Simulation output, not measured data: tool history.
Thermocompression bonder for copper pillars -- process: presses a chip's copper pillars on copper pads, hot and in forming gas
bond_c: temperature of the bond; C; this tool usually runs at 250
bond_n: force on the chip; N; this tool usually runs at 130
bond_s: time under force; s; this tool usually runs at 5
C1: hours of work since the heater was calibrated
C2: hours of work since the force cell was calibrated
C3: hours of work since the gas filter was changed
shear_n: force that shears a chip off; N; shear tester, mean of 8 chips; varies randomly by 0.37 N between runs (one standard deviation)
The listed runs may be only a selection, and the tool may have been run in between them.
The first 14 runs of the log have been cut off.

run 15 hour=480.7 | bond_c=250 bond_n=130 bond_s=9 | C1=941 C2=327 C3=18 | shear_n=67.5
run 16 hour=523.4 | bond_c=250 bond_n=130 bond_s=5 | C1=960 C2=347 C3=37 | shear_n=57.5
run 17 hour=569.1 | bond_c=250 bond_n=130 bond_s=5 | C1=980 C2=367 C3=58 | shear_n=58.1
run 18 hour=618.6 | bond_c=250 bond_n=130 bond_s=9 | C1=1002 C2=389 C3=80 | shear_n=66.2
run 19 hour=640.2 | bond_c=250 bond_n=130 bond_s=9 | C1=1012 C2=399 C3=90 | shear_n=65.3
run 20 hour=676.2 | bond_c=250 bond_n=130 bond_s=5 | C1=1028 C2=415 C3=106 | shear_n=56.6
run 21 hour=713.7 | bond_c=250 bond_n=107 bond_s=5 | C1=1045 C2=432 C3=123 | shear_n=51.5
run 22 hour=736.3 | bond_c=250 bond_n=137 bond_s=14 | C1=1055 C2=442 C3=133 | shear_n=72.1
run 23 hour=767 | bond_c=250 bond_n=137 bond_s=8 | C1=1069 C2=456 C3=147 | shear_n=64.8

Estimate the outcome of run 24 from the log above:
run 24 hour=794.1 | bond_c=250 bond_n=137 bond_s=8 | C1=1081 C2=468 C3=159 | shear_n=?

{"run 24": {"shear_n": 64.2}}
With the hidden condition absent and the run-to-run variation left alone, this run would have shown shear_n 69.2 N.

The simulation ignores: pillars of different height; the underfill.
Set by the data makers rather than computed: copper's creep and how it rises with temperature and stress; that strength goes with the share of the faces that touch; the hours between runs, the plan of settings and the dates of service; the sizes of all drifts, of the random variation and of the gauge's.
